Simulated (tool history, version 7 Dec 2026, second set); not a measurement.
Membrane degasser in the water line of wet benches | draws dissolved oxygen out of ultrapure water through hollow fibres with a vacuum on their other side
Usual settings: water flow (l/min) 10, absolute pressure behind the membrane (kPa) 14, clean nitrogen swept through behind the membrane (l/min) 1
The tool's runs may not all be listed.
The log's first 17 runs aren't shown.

run    hour  water flow (l/min)  absolute pressure behind the membrane (kPa)  clean nitrogen swept through behind the membrane (l/min)  dissolved oxygen in the water behind the degasser (ppb)  pressure that the water loses in the fibres (kPa)
 18   579.7                  10                                          9.8                                                      1.75                                                    202.4                                              36.75
 19   609.6                  10                                          9.8                                                      1.75                                                      203                                              36.86
 20   639.7                  15                                         18.1                                                      0.41                                                   1305.1                                              55.34
 21   684.6                  15                                         18.1                                                      0.41                                                   1291.9                                              54.89
 22   704.9                   7                                         11.3                                                      1.47                                                    127.2                                              25.72
 23   754.2                   7                                         11.3                                                      1.47                                                    126.9                                              26.02
 24   778.1                   7                                         11.3                                                      1.47                                                    128.3                                               26.1
 25   821.6                  10                                           14                                                      0.72                                                    447.8                                              37.02
 26   856.8                  10                                           14                                                      2.85                                                    206.7                                              36.63
 27   898.1                   8                                          9.5                                                      1.25                                                    153.2                                              29.58
 28   921.8                  14                                          8.9                                                      2.87                                                    363.3                                              51.76
 29   954.6                  14                                          8.9                                                      2.87                                                    366.7                                               51.8
 30   977.1                  15                                           14                                                      0.42                                                   1033.9                                              55.22
 31  1004.3                   8                                           14                                                         1                                                    264.3                                              29.23
 32  1054.6                   8                                           14                                                         1                                                    262.8                                               29.8

3 ways to go on from here, each from the tool as it stands after run 32. What would each give?
  A  1086                  15                                         25.7                                                      1.06                                                        ?                                                  ?
  B  1086                   9                                           14                                                      0.51                                                        ?                                                  ?
  C  1086                  11                                            9                                                      2.41                                                        ?                                                  ?

run  dissolved oxygen in the water behind the degasser (ppb)  pressure that the water loses in the fibres (kPa)
  A                                                    990.6                                              55.51
  B                                                    500.5                                              33.47
  C                                                    223.4                                               40.6
Without the tool's hidden state the same runs would have given:
run  dissolved oxygen in the water behind the degasser (ppb)  pressure that the water loses in the fibres (kPa)
  A                                                    967.3                                              54.78
  B                                                    484.3                                              33.04
  C                                                    212.5                                              40.07
